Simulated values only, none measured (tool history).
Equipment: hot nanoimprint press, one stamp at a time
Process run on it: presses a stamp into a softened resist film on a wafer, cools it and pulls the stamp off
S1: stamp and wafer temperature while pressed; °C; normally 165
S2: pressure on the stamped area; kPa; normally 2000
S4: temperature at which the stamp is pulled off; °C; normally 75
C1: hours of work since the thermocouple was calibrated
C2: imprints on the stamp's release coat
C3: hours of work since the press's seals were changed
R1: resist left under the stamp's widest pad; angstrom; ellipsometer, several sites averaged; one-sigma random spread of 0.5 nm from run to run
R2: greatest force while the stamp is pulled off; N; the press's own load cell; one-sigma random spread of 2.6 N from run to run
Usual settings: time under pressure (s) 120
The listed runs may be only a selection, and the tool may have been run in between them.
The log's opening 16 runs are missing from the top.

Run 17, hour 721.9: usual settings but S1 172 °C, S2 1220 kPa; C1 237; C2 1093; C3 375. Result: R1 1857 angstrom, R2 183 N.
Run 18, hour 783.3: usual settings but time under pressure (s) 103; C1 270; C2 1348; C3 409. Result: R1 2022 angstrom, R2 192 N.
Run 19, hour 823.6: usual settings but time under pressure (s) 94; C1 292; C2 1515; C3 431. Result: R1 2083 angstrom, R2 193 N.
At hour 847.3: plate thermocouple calibrated.
Run 20, hour 872.1: usual settings but time under pressure (s) 94; C1 14; C2 1705; C3 456. Result: R1 2023 angstrom, R2 197 N.
Run 21, hour 901.4: usual settings but time under pressure (s) 94; C1 29; C2 1826; C3 472. Result: R1 2028 angstrom, R2 207 N.
Run 22, hour 956.2: usual settings but S2 2840 kPa; C1 59; C2 2054; C3 502. Result: R1 1605 angstrom, R2 205 N.
At hour 967.7: stamp cleaned and given a new release coat.
Run 23, hour 1012.1: usual settings but S2 3110 kPa, S4 68 °C; C1 87; C2 185; C3 529. Result: R1 1536 angstrom, R2 170 N.
Run 24, hour 1044: usual settings but S1 162 °C, S2 1740 kPa, time under pressure (s) 188, S4 80 °C; C1 104; C2 317; C3 546. Result: R1 1978 angstrom, R2 163 N.
Run 25, hour 1078.8: usual settings but S1 162 °C, S2 1740 kPa, time under pressure (s) 188, S4 67 °C; C1 123; C2 462; C3 565. Result: R1 1976 angstrom, R2 180 N.
At hour 1113.2: press's hydraulic seals changed and the load cell set to zero.
Run 26, hour 1117.4: usual settings but S1 156 °C, S4 79 °C; C1 140; C2 589; C3 2. Result: R1 2589 angstrom, R2 164 N.
Run 27, hour 1147.2: usual settings but S1 156 °C, S4 79 °C; C1 156; C2 713; C3 19. Result: R1 2579 angstrom, R2 171 N.
Run 28, hour 1187: usual settings but S2 1510 kPa, time under pressure (s) 60, S4 74 °C; C1 178; C2 878; C3 40. Result: R1 2553 angstrom, R2 181 N.
Run 29, hour 1249.1: usual settings but S1 173 °C, S2 1760 kPa, time under pressure (s) 223; C1 212; C2 1136; C3 74. Result: R1 1177 angstrom, R2 180 N.
Run 30, hour 1292.2: usual settings but S1 153 °C, S2 1210 kPa, time under pressure (s) 144, S4 64 °C; C1 235; C2 1316; C3 98. Result: R1 3065 angstrom, R2 213 N.
Run 31, hour 1347.5: usual settings but S1 168 °C, S2 1900 kPa, time under pressure (s) 101, S4 64 °C; C1 265; C2 1546; C3 128. Result: R1 1853 angstrom, R2 216 N.

Branching from run 31: 3 alternative next runs. What would each branch give?
Run A, hour 1385.3: usual settings but S1 154 °C; C1 286; C2 1703; C3 149. Result: R1 ?, R2 ?.
Run B, hour 1385.3: usual settings but time under pressure (s) 81; C1 286; C2 1703; C3 149. Result: R1 ?, R2 ?.
Run C, hour 1385.3: usual settings but S2 2590 kPa, time under pressure (s) 219, S4 82 °C; C1 286; C2 1703; C3 149. Result: R1 ?, R2 ?.

run    R1   R2
  A  2783  196
  B  2158  199
  C  1378  191
Without the tool's hidden state the same runs would have given:
run    R1   R2
  A  2704  153
  B  2078  155
  C  1311  149

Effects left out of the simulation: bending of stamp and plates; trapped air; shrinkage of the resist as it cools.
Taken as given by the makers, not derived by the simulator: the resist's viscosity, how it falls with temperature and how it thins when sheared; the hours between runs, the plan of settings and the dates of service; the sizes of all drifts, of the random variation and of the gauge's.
